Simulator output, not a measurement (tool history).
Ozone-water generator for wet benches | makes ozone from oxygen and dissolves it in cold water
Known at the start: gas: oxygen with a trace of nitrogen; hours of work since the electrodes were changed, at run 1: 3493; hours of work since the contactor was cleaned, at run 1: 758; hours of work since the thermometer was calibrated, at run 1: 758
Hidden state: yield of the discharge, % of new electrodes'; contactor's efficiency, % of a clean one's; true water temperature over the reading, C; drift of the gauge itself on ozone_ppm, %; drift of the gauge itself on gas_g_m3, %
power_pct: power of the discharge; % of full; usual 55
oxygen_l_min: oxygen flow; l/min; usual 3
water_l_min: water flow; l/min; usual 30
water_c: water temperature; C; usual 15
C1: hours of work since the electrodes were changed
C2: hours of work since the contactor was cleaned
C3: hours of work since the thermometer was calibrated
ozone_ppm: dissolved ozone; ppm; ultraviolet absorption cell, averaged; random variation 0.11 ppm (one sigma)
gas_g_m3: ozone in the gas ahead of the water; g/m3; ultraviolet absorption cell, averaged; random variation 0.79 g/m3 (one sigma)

Run 1, hour 0: usual settings; C1 3493; C2 758; C3 758. Result: ozone_ppm 8.2 ppm, gas_g_m3 124.2 g/m3.
Run 2, hour 118: usual settings but power_pct 68 % of full; C1 3604; C2 869; C3 869. Result: ozone_ppm 9.7 ppm, gas_g_m3 145.4 g/m3.
Run 3, hour 197.1: usual settings; C1 3679; C2 944; C3 944. Result: ozone_ppm 8.3 ppm, gas_g_m3 123.1 g/m3.
Run 4, hour 293.2: usual settings but power_pct 42 % of full; C1 3770; C2 1035; C3 1035. Result: ozone_ppm 6.5 ppm, gas_g_m3 99.2 g/m3.
Run 5, hour 366.2: usual settings but power_pct 42 % of full; C1 3839; C2 1104; C3 1104. Result: ozone_ppm 6.8 ppm, gas_g_m3 100.2 g/m3.
Run 6, hour 414.5: usual settings but power_pct 42 % of full; C1 3884; C2 1149; C3 1149. Result: ozone_ppm 6.6 ppm, gas_g_m3 99.5 g/m3.
Run 7, hour 532.6: usual settings but power_pct 59 % of full, oxygen_l_min 1.94 l/min, water_c 10 C; C1 3995; C2 1260; C3 1260. Result: ozone_ppm 7.5 ppm, gas_g_m3 159.3 g/m3.
Run 8, hour 598.6: usual settings but power_pct 45 % of full, oxygen_l_min 4.94 l/min; C1 4058; C2 1323; C3 1323. Result: ozone_ppm 8.1 ppm, gas_g_m3 82.4 g/m3.
Run 9, hour 680.1: usual settings but power_pct 81 % of full, water_l_min 35 l/min; C1 4135; C2 1400; C3 1400. Result: ozone_ppm 9.5 ppm, gas_g_m3 166.9 g/m3.
Run 10, hour 773.9: usual settings but water_l_min 33 l/min; C1 4223; C2 1488; C3 1488. Result: ozone_ppm 7.4 ppm, gas_g_m3 123.5 g/m3.
Run 11, hour 891.8: usual settings but oxygen_l_min 2.16 l/min, water_l_min 33 l/min; C1 4334; C2 1599; C3 1599. Result: ozone_ppm 6.4 ppm, gas_g_m3 144.3 g/m3.
Run 12, hour 968.5: usual settings but power_pct 63 % of full, oxygen_l_min 5.32 l/min, water_l_min 29 l/min, water_c 22 C; C1 4407; C2 1672; C3 1672. Result: ozone_ppm 9.9 ppm, gas_g_m3 105 g/m3.

Forecast each of these 3 alternatives for the next run:
Run A, hour 1066: usual settings but water_c 7 C; C1 4499; C2 1764; C3 1764. Result: ozone_ppm ?, gas_g_m3 ?.
Run B, hour 1066: usual settings but power_pct 88 % of full, oxygen_l_min 3.18 l/min, water_l_min 29 l/min, water_c 10 C; C1 4499; C2 1764; C3 1764. Result: ozone_ppm ?, gas_g_m3 ?.
Run C, hour 1066: usual settings but power_pct 63 % of full, oxygen_l_min 5.32 l/min, water_l_min 40 l/min, water_c 22 C; C1 4499; C2 1764; C3 1764. Result: ozone_ppm ?, gas_g_m3 ?.

run  ozone_ppm  gas_g_m3
  A        8.5     122.9
  B       12.6     172.6
  C        7.2     104.4
Without the tool's hidden state the same runs would have given:
run  ozone_ppm  gas_g_m3
  A        8.5       123
  B       12.7     172.8
  C        7.2     104.5

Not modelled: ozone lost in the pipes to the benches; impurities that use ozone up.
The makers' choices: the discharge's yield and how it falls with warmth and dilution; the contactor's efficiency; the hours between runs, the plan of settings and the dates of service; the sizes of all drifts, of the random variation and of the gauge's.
